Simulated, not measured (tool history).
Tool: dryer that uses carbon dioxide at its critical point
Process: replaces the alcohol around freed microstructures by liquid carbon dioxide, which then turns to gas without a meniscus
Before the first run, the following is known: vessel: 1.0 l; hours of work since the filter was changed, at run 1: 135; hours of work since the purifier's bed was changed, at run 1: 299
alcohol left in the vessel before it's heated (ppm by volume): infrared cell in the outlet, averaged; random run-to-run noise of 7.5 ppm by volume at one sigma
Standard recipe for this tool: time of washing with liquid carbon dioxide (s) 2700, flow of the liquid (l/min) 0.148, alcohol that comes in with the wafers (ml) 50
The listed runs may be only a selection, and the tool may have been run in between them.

run,hour,time of washing with liquid carbon dioxide (s),flow of the liquid (l/min),alcohol that comes in with the wafers (ml),hours of work since the filter was changed,hours of work since the purifier's bed was changed,alcohol left in the vessel before it's heated (ppm by volume)
1,0.0,2700,0.148,50,135,299,550
2,14.0,2700,0.148,50,143,306,581
3,26.0,2700,0.148,50,150,313,575
4,40.6,2700,0.148,50,158,321,579
5,56.5,2700,0.148,50,167,330,597
6,64.8,2700,0.148,50,172,335,582
7,73.4,2700,0.148,50,177,340,597
8,82.3,2700,0.148,50,182,345,603
9,96.5,2700,0.148,50,190,353,612
10,108.3,2700,0.148,50,196,360,634
11,121.4,2700,0.148,50,204,367,633
12,133.0,2700,0.148,22,210,374,304
13,140.2,2700,0.148,22,214,378,307
14,149.1,2160,0.197,45,219,383,429
15,158.1,2160,0.197,45,224,388,446
16,173.1,2160,0.197,24,233,396,237
17,184.3,2160,0.197,24,239,403,250
18,195.4,3540,0.130,57,246,409,457
19,211.0,3540,0.130,57,254,418,452
20,220.4,3360,0.128,78,260,423,840
21,233.1,1800,0.148,38,267,430,2301
22,242.5,1800,0.148,38,272,436,2322
23,251.4,1800,0.148,38,277,441,2310

5 options for the next run, each taken on its own from the tool as it stands now. Forecast them:
A,263.3,2700,0.148,103,284,447,?
B,263.3,1800,0.135,41,284,447,?
C,263.3,3240,0.239,64,284,447,?
D,263.3,2280,0.114,50,284,447,?
E,263.3,2700,0.232,28,284,447,?

run,alcohol left in the vessel before it's heated (ppm by volume)
A,1572
B,3213
C,40
D,3442
E,53
Take away the tool's hidden state, keep each run's random variation, and the runs would have read:
run,alcohol left in the vessel before it's heated (ppm by volume)
A,771
B,2078
C,10
D,2167
E,11
